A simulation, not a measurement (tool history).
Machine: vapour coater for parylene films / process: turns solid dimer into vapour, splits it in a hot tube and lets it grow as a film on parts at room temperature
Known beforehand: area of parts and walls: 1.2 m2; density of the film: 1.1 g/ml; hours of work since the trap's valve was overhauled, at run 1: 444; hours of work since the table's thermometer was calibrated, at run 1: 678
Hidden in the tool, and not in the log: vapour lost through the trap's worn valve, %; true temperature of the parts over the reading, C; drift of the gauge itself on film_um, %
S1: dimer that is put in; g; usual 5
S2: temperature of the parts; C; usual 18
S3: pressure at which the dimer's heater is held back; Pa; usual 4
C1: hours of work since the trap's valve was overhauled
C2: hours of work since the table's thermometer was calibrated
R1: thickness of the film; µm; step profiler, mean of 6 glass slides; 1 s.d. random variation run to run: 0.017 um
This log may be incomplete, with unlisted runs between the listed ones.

run	hour	S1	S2	S3	C1	C2	R1
1	0	5	18	4	444	678	2.63
2	27	5	18	4	464	697	2.61
3	44.9	4	18	4	476	710	2.1
4	58.1	4	18	4	486	720	2.09
5	76.4	4	18	4	499	733	2.11
# hour 88: trap's valve overhauled
6	105	4	18	4	12	750	2.22
7	125.4	4	23	4	27	765	1.88
8	140.3	4	23	4	37	775	1.87
9	153.9	4	28	3.57	47	785	1.55
10	166.9	3	12	5.95	56	794	2
11	184.7	3	12	5.95	69	807	1.99
12	202.6	3	11	6.81	82	820	2.07
13	218.9	3	11	6.81	93	831	2.03

What if the next run were any one of these 4? Each begins from the tool's condition after run 13:
A	234.8	6	14	11.85	105	843	?
B	234.8	5	16	2.17	105	843	?
C	234.8	3	26	5.36	105	843	?
D	234.8	2	11	9.22	105	843	?

run	R1
A	3.48
B	3.17
C	1.22
D	1.35
Without the tool's unlogged condition, the same runs would have read:
run	R1
A	3.43
B	3.12
C	1.2
D	1.33
